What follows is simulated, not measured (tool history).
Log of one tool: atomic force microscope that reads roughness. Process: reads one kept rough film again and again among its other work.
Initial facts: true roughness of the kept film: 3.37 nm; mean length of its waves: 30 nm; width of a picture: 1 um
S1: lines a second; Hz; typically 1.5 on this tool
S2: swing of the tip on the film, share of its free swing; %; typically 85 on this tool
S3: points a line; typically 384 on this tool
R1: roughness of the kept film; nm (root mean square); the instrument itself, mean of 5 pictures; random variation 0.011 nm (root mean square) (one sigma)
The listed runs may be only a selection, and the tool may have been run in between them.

Run 1, hour 0: usual settings. Result: R1 2.577 nm (root mean square).
Run 2, hour 12.3: usual settings. Result: R1 2.561 nm (root mean square).
Run 3, hour 24.6: usual settings. Result: R1 2.515 nm (root mean square).
Run 4, hour 36.7: usual settings. Result: R1 2.492 nm (root mean square).
Run 5, hour 49.6: usual settings. Result: R1 2.458 nm (root mean square).
Run 6, hour 57.2: usual settings. Result: R1 2.442 nm (root mean square).
Run 7, hour 65.1: usual settings. Result: R1 2.434 nm (root mean square).
Run 8, hour 76.9: usual settings. Result: R1 2.39 nm (root mean square).
Run 9, hour 85.2: usual settings but S3 259. Result: R1 2.363 nm (root mean square).
Run 10, hour 98.4: usual settings but S3 500. Result: R1 2.378 nm (root mean square).
Run 11, hour 111.5: usual settings but S3 500. Result: R1 2.333 nm (root mean square).
Run 12, hour 118.5: usual settings but S3 500. Result: R1 2.331 nm (root mean square).
Run 13, hour 131.8: usual settings but S2 56 %. Result: R1 2.573 nm (root mean square).
Run 14, hour 138.9: usual settings but S2 67 %. Result: R1 2.478 nm (root mean square).
Run 15, hour 155.1: usual settings but S2 67 %. Result: R1 2.436 nm (root mean square).
Run 16, hour 163.7: usual settings but S2 67 %. Result: R1 2.445 nm (root mean square).
Run 17, hour 172.5: usual settings but S2 67 %. Result: R1 2.405 nm (root mean square).
At hour 185.4: new tip fitted.
Run 18, hour 186: usual settings but S2 63 %. Result: R1 2.87 nm (root mean square).
Run 19, hour 193.2: usual settings. Result: R1 2.571 nm (root mean square).
Run 20, hour 207.7: usual settings. Result: R1 2.509 nm (root mean square).
Run 21, hour 220.7: usual settings. Result: R1 2.502 nm (root mean square).
At hour 222.8: height scale calibrated on a step standard.
Run 22, hour 229.9: usual settings but S1 3.87 Hz. Result: R1 2.021 nm (root mean square).
Run 23, hour 243.2: usual settings but S3 436. Result: R1 2.45 nm (root mean square).
Run 24, hour 250.4: usual settings but S3 866. Result: R1 2.439 nm (root mean square).
Run 25, hour 262.5: usual settings but S3 866. Result: R1 2.399 nm (root mean square).
At hour 272.9: height scale calibrated on a step standard, once more.
Run 26, hour 277.8: usual settings but S1 3.31 Hz, S2 59 %. Result: R1 2.546 nm (root mean square).
Run 27, hour 293.4: usual settings but S1 2.26 Hz, S3 675. Result: R1 2.17 nm (root mean square).
Run 28, hour 309: usual settings but S2 62 %. Result: R1 2.524 nm (root mean square).
Run 29, hour 315.8: usual settings but S1 1.32 Hz, S2 57 %, S3 290. Result: R1 2.538 nm (root mean square).
Run 30, hour 323.4: usual settings but S1 1.32 Hz, S2 57 %, S3 290. Result: R1 2.521 nm (root mean square).
Run 31, hour 337.2: usual settings but S1 1.32 Hz, S2 83 %, S3 296. Result: R1 2.27 nm (root mean square).
Run 32, hour 349.1: usual settings but S1 2.09 Hz. Result: R1 2.085 nm (root mean square).
Run 33, hour 358.2: usual settings but S1 0.82 Hz, S2 66 %, S3 548. Result: R1 2.503 nm (root mean square).
Run 34, hour 370.4: usual settings but S1 1.54 Hz, S2 82 %, S3 437. Result: R1 2.209 nm (root mean square).
Run 35, hour 377.2: usual settings but S1 1.54 Hz, S2 82 %, S3 437. Result: R1 2.2 nm (root mean square).
At hour 382.7: new tip fitted.
Run 36, hour 386.1: usual settings but S1 2.23 Hz, S2 82 %, S3 437. Result: R1 2.483 nm (root mean square).
Run 37, hour 400.7: usual settings but S1 2.66 Hz, S2 83 %. Result: R1 2.336 nm (root mean square).
Run 38, hour 408.3: usual settings but S1 2.35 Hz, S2 60 %, S3 700. Result: R1 2.777 nm (root mean square).
Run 39, hour 423.1: usual settings but S1 2.35 Hz, S2 60 %, S3 700. Result: R1 2.747 nm (root mean square).
Run 40, hour 437.1: usual settings but S1 2.35 Hz, S2 87 %, S3 700. Result: R1 2.269 nm (root mean square).
Run 41, hour 444.6: usual settings but S1 2.35 Hz, S2 87 %, S3 700. Result: R1 2.233 nm (root mean square).
Run 42, hour 455.3: usual settings but S1 2.23 Hz, S2 89 %, S3 500. Result: R1 2.184 nm (root mean square).
Run 43, hour 466.9: usual settings but S1 0.71 Hz, S2 78 %, S3 318. Result: R1 2.621 nm (root mean square).
Run 44, hour 474: usual settings but S1 0.71 Hz, S2 78 %, S3 378. Result: R1 2.644 nm (root mean square).
Run 45, hour 490.2: usual settings but S1 0.71 Hz, S2 78 %, S3 378. Result: R1 2.58 nm (root mean square).
Run 46, hour 504: usual settings but S1 2.5 Hz, S2 62 %, S3 388. Result: R1 2.466 nm (root mean square).

Per-run results on a tool with no hidden state, each run keeping its own random variation:
Hidden state at play: radius of the tip, nm; height scale over the true one, %; drift of the gauge itself on roughness_nm, %.
run     R1
  1  2.604
  2  2.615
  3  2.595
  4  2.604
  5  2.601
  6    2.6
  7   2.61
  8  2.591
  9  2.583
 10  2.631
 11  2.611
 12  2.626
 13  2.938
 14  2.849
 15  2.843
 16  2.871
 17  2.844
 18  2.891
 19  2.608
 20  2.583
 21  2.609
 22  2.121
 23  2.607
 24  2.614
 25  2.598
 26  2.815
 27  2.435
 28  2.874
 29  2.908
 30  2.908
 31  2.653
 32  2.463
 33  2.976
 34  2.653
 35  2.658
 36  2.494
 37  2.381
 38  2.855
 39  2.865
 40  2.398
 41  2.378
 42   2.35
 43  2.851
 44  2.896
 45   2.87
 46  2.776

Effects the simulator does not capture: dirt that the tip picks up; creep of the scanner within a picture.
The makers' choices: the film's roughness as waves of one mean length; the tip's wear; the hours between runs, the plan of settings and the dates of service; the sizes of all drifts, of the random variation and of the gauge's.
